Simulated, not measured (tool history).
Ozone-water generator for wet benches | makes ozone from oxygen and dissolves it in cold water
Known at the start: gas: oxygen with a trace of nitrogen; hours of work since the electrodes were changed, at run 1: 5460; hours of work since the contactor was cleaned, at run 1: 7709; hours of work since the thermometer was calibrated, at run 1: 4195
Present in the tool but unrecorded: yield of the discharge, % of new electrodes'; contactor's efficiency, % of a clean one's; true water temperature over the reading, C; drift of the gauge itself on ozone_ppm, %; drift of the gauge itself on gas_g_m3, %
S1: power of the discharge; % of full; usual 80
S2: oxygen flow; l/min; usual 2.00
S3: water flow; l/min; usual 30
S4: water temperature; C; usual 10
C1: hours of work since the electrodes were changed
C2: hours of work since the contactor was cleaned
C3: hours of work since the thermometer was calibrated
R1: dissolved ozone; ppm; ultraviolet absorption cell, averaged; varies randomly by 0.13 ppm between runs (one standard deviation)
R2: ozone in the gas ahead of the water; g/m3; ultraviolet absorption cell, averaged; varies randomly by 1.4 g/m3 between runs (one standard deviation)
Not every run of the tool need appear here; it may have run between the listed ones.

run,hour,S1,S2,S3,S4,C1,C2,C3,R1,R2
1,0.0,80,2.00,30,10,5460,7709,4195,12.7,265.7
2,123.6,80,2.00,30,10,5581,7830,4316,12.7,266.1
3,214.0,80,2.00,30,10,5669,7919,4405,12.9,264.7
4,345.2,80,2.00,30,10,5797,8047,4533,12.9,263.5
5,508.6,44,2.00,30,10,5957,8207,4693,7.8,158.7
# hour 610.1: contactor cleaned
6,709.6,80,2.00,30,10,6150,97,4886,12.6,264.8
7,869.6,80,2.00,30,10,6307,254,5042,12.8,263.6
8,1070.2,80,2.00,30,10,6503,450,5239,12.7,264.2
9,1246.9,80,2.00,30,10,6676,623,5412,12.7,266.6
10,1446.8,46,2.00,30,10,6872,819,5607,7.8,164.7
11,1551.1,80,2.00,30,10,6974,921,5709,12.8,265.8
# hour 1626.6: water thermometer calibrated
12,1664.4,79,2.00,30,12,7084,1031,37,12.7,261.8
13,1809.1,79,2.00,22,12,7226,1173,179,17.5,260.9
14,1935.1,79,2.00,22,12,7349,1296,302,17.2,261.9
15,2086.8,64,2.00,25,17,7498,1445,451,12.1,218.9
16,2284.5,64,2.00,25,17,7691,1638,644,12.4,217.9
17,2470.0,64,2.00,25,17,7873,1820,826,12.2,218.4
18,2647.4,90,2.03,30,13,8047,1994,999,14.2,291.4
19,2864.4,80,2.00,30,10,8259,2206,1212,12.8,263.3
20,3038.9,80,2.00,30,10,8430,2377,1382,12.6,264.4
21,3230.6,80,2.00,30,10,8617,2564,1570,13.0,264.9
22,3340.7,80,2.00,30,8,8725,2672,1678,12.9,265.9

Below are 5 alternative next runs, each starting from the tool's condition after run 22. Predict each:
A,3462.5,80,1.73,30,13,8844,2791,1797,?,?
B,3462.5,81,2.00,30,8,8844,2791,1797,?,?
C,3462.5,80,2.00,30,15,8844,2791,1797,?,?
D,3462.5,51,2.00,30,8,8844,2791,1797,?,?
E,3462.5,80,2.80,45,12,8844,2791,1797,?,?

run,R1,R2
A,11.7,276.4
B,12.9,266.5
C,12.4,264.9
D,8.8,180.1
E,9.6,236.3
Without the tool's hidden state the same runs would have given:
run,R1,R2
A,11.8,277.0
B,13.0,267.1
C,12.4,265.5
D,8.8,180.4
E,9.6,236.9

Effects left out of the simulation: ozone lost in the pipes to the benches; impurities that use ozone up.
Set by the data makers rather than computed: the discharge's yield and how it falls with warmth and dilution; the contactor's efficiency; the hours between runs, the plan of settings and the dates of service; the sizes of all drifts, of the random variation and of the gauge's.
